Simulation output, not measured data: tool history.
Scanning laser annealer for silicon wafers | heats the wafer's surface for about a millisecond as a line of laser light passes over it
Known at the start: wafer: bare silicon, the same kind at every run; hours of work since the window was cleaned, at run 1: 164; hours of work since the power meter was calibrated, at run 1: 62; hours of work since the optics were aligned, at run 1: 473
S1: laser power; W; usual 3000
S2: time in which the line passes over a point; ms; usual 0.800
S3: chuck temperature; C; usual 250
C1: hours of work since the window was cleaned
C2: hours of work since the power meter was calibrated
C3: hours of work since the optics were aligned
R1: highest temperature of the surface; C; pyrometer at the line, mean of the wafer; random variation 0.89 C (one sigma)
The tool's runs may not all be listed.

{"run": 1, "day": 0.0, "S1": 3000, "S2": 0.8, "S3": 250, "C1": 164, "C2": 62, "C3": 473, "R1": 1022.5}
{"run": 2, "day": 0.425, "S1": 3000, "S2": 0.8, "S3": 241, "C1": 169, "C2": 67, "C3": 479, "R1": 1013.7}
{"run": 3, "day": 0.817, "S1": 3000, "S2": 0.8, "S3": 241, "C1": 173, "C2": 72, "C3": 483, "R1": 1013.4}
{"run": 4, "day": 1.292, "S1": 3000, "S2": 0.8, "S3": 241, "C1": 179, "C2": 78, "C3": 489, "R1": 1012.2}
{"run": 5, "day": 1.667, "S1": 3000, "S2": 0.8, "S3": 250, "C1": 183, "C2": 82, "C3": 493, "R1": 1023.0}
{"run": 6, "day": 1.988, "S1": 3000, "S2": 0.8, "S3": 250, "C1": 187, "C2": 86, "C3": 497, "R1": 1022.6}
{"run": 7, "day": 2.5, "S1": 3000, "S2": 0.8, "S3": 250, "C1": 193, "C2": 92, "C3": 503, "R1": 1022.9}
{"run": 8, "day": 2.762, "S1": 3000, "S2": 0.8, "S3": 250, "C1": 196, "C2": 95, "C3": 506, "R1": 1023.6}
{"run": 9, "day": 2.975, "S1": 3000, "S2": 0.8, "S3": 250, "C1": 199, "C2": 97, "C3": 509, "R1": 1023.0}
{"run": 10, "day": 3.408, "S1": 3000, "S2": 0.8, "S3": 217, "C1": 204, "C2": 103, "C3": 514, "R1": 989.4}
{"run": 11, "day": 3.675, "S1": 3000, "S2": 0.8, "S3": 217, "C1": 207, "C2": 106, "C3": 517, "R1": 989.0}
{"run": 12, "day": 3.996, "S1": 3000, "S2": 0.8, "S3": 217, "C1": 211, "C2": 110, "C3": 521, "R1": 987.9}
{"run": 13, "day": 4.479, "S1": 3000, "S2": 0.8, "S3": 260, "C1": 217, "C2": 115, "C3": 526, "R1": 1031.6}
{"run": 14, "day": 4.771, "S1": 2909, "S2": 0.622, "S3": 229, "C1": 220, "C2": 119, "C3": 530, "R1": 875.5}
{"run": 15, "day": 5.292, "S1": 2919, "S2": 0.933, "S3": 244, "C1": 226, "C2": 125, "C3": 536, "R1": 1067.9}
{"run": 16, "day": 5.712, "S1": 2807, "S2": 0.781, "S3": 262, "C1": 231, "C2": 130, "C3": 541, "R1": 975.0}
{"run": 17, "day": 6.117, "S1": 2807, "S2": 0.781, "S3": 282, "C1": 236, "C2": 135, "C3": 546, "R1": 995.0}
{"run": 18, "day": 6.562, "S1": 2807, "S2": 0.781, "S3": 282, "C1": 241, "C2": 140, "C3": 551, "R1": 994.2}
{"run": 19, "day": 6.979, "S1": 2807, "S2": 0.781, "S3": 282, "C1": 246, "C2": 145, "C3": 556, "R1": 995.1}
{"run": 20, "day": 7.346, "S1": 2788, "S2": 0.779, "S3": 223, "C1": 251, "C2": 149, "C3": 560, "R1": 929.3}
{"run": 21, "day": 7.575, "S1": 2788, "S2": 0.779, "S3": 223, "C1": 253, "C2": 152, "C3": 563, "R1": 930.7}
{"run": 22, "day": 8.088, "S1": 3000, "S2": 0.605, "S3": 230, "C1": 259, "C2": 158, "C3": 569, "R1": 884.5}
{"run": 23, "day": 8.388, "S1": 2883, "S2": 0.658, "S3": 266, "C1": 263, "C2": 161, "C3": 573, "R1": 929.2}
{"run": 24, "day": 8.821, "S1": 2950, "S2": 0.909, "S3": 274, "C1": 268, "C2": 167, "C3": 578, "R1": 1092.3}

4 ways to go on from here, each from the tool as it stands after run 24. What would each give?
{"run": "A", "day": 9.329, "S1": 3000, "S2": 0.8, "S3": 285, "C1": 274, "C2": 173, "C3": 584, "R1": "?"}
{"run": "B", "day": 9.329, "S1": 3069, "S2": 0.909, "S3": 274, "C1": 274, "C2": 173, "C3": 584, "R1": "?"}
{"run": "C", "day": 9.329, "S1": 2950, "S2": 0.934, "S3": 274, "C1": 274, "C2": 173, "C3": 584, "R1": "?"}
{"run": "D", "day": 9.329, "S1": 2578, "S2": 0.575, "S3": 275, "C1": 274, "C2": 173, "C3": 584, "R1": "?"}

run=A R1=1057.2
run=B R1=1124.8
run=C R1=1105.6
run=D R1=822.7
Without the tool's hidden state the same runs would have given:
run=A R1=1058.0
run=B R1=1125.7
run=C R1=1106.5
run=D R1=823.3
